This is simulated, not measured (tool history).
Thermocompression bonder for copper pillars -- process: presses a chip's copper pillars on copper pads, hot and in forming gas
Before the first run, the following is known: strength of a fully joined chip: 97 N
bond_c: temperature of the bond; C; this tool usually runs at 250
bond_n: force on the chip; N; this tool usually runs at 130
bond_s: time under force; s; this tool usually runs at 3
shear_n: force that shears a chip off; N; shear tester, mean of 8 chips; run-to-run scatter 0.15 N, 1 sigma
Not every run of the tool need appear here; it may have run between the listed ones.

| run | day | bond_c | bond_n | bond_s | shear_n |
|---|---|---|---|---|---|
| 1 | 0 | 250 | 130 | 3 | 34.6 |
| 2 | 1.754 | 250 | 138 | 3 | 35.5 |
| 3 | 3.662 | 250 | 138 | 3 | 35.6 |
| 4 | 4.933 | 250 | 138 | 3 | 36 |
| 5 | 7.175 | 250 | 183 | 3 | 42.1 |
| 6 | 8.758 | 250 | 183 | 3 | 42.4 |
| 7 | 10.183 | 250 | 130 | 3 | 34.6 |
| 8 | 12.458 | 250 | 130 | 3 | 34.9 |
| 9 | 14.967 | 250 | 130 | 3 | 34.7 |
| 10 | 17.229 | 250 | 130 | 3 | 34.6 |
| 11 | 18.333 | 250 | 79 | 3 | 25.2 |
| 12 | 20.512 | 250 | 82 | 3 | 25.8 |
|  | 21.004 | forming gas filter changed |
| 13 | 21.921 | 250 | 82 | 3 | 26 |
| 14 | 24.021 | 250 | 124 | 3 | 33.9 |
| 15 | 25.579 | 258 | 168 | 3 | 44.4 |
| 16 | 26.929 | 250 | 118 | 2 | 27.9 |
| 17 | 28.075 | 250 | 145 | 5 | 44.9 |
| 18 | 29.721 | 277 | 145 | 2 | 43.3 |
| 19 | 31.512 | 250 | 130 | 2 | 29.6 |
|  | 32.146 | heater calibrated with a thermocouple chip |
| 20 | 33.671 | 250 | 130 | 2 | 29.6 |
| 21 | 35.65 | 250 | 130 | 2 | 29.6 |
| 22 | 36.788 | 222 | 130 | 4 | 27.3 |
| 23 | 39.05 | 222 | 130 | 4 | 27.3 |

4 options for the next run, each taken on its own from the tool as it stands now. Forecast them:
| A | 40.883 | 222 | 130 | 3 | ? |
| B | 40.883 | 222 | 192 | 4 | ? |
| C | 40.883 | 274 | 131 | 3 | ? |
| D | 40.883 | 269 | 130 | 3 | ? |

| run | shear_n |
|---|---|
| A | 24 |
| B | 35 |
| C | 45.5 |
| D | 43.4 |
Without the tool's hidden state the same runs would have given:
| run | shear_n |
|---|---|
| A | 23.6 |
| B | 34.4 |
| C | 44.7 |
| D | 42.5 |
